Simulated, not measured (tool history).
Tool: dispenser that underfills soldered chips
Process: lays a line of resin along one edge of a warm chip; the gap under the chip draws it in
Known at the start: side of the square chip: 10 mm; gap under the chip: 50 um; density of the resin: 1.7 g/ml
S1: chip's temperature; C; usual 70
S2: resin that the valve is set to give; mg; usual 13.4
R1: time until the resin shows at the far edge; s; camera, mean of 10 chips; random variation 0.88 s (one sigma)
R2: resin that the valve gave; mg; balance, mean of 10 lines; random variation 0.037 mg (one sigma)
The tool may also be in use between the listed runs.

run,hour,S1,S2,R1,R2
1,0.0,70,13.4,111.2,13.20
# hour 3.6: new syringe of resin
2,9.7,70,13.4,115.0,13.16
# hour 11.7: new syringe of resin
# hour 20.9: new syringe of resin
3,24.2,70,13.4,97.5,13.07
# hour 29.6: new syringe of resin
4,36.3,70,13.2,117.2,12.76
# hour 37.5: new syringe of resin
5,44.8,70,13.2,119.7,12.64
# hour 46.5: new syringe of resin
# hour 55.2: new syringe of resin
6,57.7,70,12.1,95.4,11.52
# hour 61.6: dispensing valve cleaned and set on the balance
# hour 64.8: new syringe of resin
7,67.4,70,13.4,92.2,13.38

Run 8 comes next. What will it give?
# hour 73.0: new syringe of resin
8,78.8,73,16.1,?,?

R1: 95.6 s
R2: 15.86 mg
Without the tool's hidden state the same run would have given R1 71.2 s, R2 16.04 mg.
